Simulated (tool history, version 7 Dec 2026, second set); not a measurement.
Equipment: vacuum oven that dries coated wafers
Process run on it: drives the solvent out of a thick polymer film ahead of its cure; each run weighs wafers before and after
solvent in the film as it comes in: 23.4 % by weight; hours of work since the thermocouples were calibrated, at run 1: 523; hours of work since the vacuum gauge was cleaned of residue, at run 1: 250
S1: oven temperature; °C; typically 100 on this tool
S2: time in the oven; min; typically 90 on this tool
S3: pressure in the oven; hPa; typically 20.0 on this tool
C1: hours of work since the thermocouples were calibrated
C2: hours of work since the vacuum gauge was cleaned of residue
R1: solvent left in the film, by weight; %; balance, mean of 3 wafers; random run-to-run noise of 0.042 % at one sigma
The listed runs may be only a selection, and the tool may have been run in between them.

Run 1, hour 0.0: usual settings; C1 523; C2 250. Result: R1 2.04 %.
Run 2, hour 24.3: usual settings; C1 540; C2 266. Result: R1 2.00 %.
Run 3, hour 42.6: usual settings but S1 110 °C; C1 552; C2 278. Result: R1 0.81 %.
Run 4, hour 60.1: usual settings but S1 110 °C; C1 564; C2 290. Result: R1 0.85 %.
Run 5, hour 81.0: usual settings but S1 110 °C; C1 578; C2 304. Result: R1 0.75 %.
Run 6, hour 110.6: usual settings but S1 110 °C; C1 597; C2 324. Result: R1 0.87 %.
Run 7, hour 135.5: usual settings but S1 110 °C; C1 614; C2 341. Result: R1 0.87 %.
Run 8, hour 159.0: usual settings but S1 110 °C; C1 630; C2 356. Result: R1 0.91 %.
Run 9, hour 184.5: usual settings but S1 110 °C; C1 647; C2 373. Result: R1 0.85 %.
Run 10, hour 203.2: usual settings; C1 659; C2 386. Result: R1 2.05 %.
Run 11, hour 232.4: usual settings but S1 112 °C; C1 679; C2 405. Result: R1 0.76 %.
Run 12, hour 248.6: usual settings but S1 87 °C; C1 690; C2 416. Result: R1 6.83 %.
Run 13, hour 274.6: usual settings but S1 87 °C; C1 707; C2 434. Result: R1 6.99 %.
Run 14, hour 293.4: usual settings but S2 117 min; C1 720; C2 446. Result: R1 1.51 %.
Run 15, hour 314.2: usual settings but S2 61 min, S3 15.1 hPa; C1 734; C2 460. Result: R1 3.39 %.
Run 16, hour 330.4: usual settings but S1 93 °C, S2 85 min; C1 745; C2 471. Result: R1 4.59 %.
Run 17, hour 344.1: usual settings but S1 93 °C, S2 85 min; C1 754; C2 480. Result: R1 4.68 %.
Run 18, hour 370.3: usual settings but S1 87 °C, S2 78 min; C1 771; C2 498. Result: R1 7.98 %.
Run 19, hour 387.4: usual settings but S2 74 min; C1 783; C2 509. Result: R1 2.73 %.
Run 20, hour 402.3: usual settings but S1 112 °C, S2 47 min, S3 11.2 hPa; C1 793; C2 519. Result: R1 1.15 %.
Run 21, hour 429.5: usual settings but S1 112 °C, S2 48 min, S3 11.2 hPa; C1 811; C2 537. Result: R1 1.16 %.
Run 22, hour 447.4: usual settings but S1 109 °C, S3 26.9 hPa; C1 823; C2 549. Result: R1 1.24 %.
Run 23, hour 471.6: usual settings but S1 109 °C, S3 26.9 hPa; C1 839; C2 565. Result: R1 1.23 %.
Run 24, hour 491.2: usual settings but S1 109 °C, S3 26.9 hPa; C1 852; C2 579. Result: R1 1.15 %.

3 ways to go on from here, each from the tool as it stands after run 24. What would each give?
Run A, hour 516.6: usual settings but S1 88 °C; C1 869; C2 596. Result: R1 ?.
Run B, hour 516.6: usual settings but S3 27.5 hPa; C1 869; C2 596. Result: R1 ?.
Run C, hour 516.6: usual settings but S1 97 °C, S2 59 min, S3 46.9 hPa; C1 869; C2 596. Result: R1 ?.

run    R1
  A  6.64
  B  2.49
  C  6.32
The same runs, with their run-to-run variation unchanged, on a tool lacking any hidden condition would have given:
run    R1
  A  6.17
  B  2.26
  C  5.90
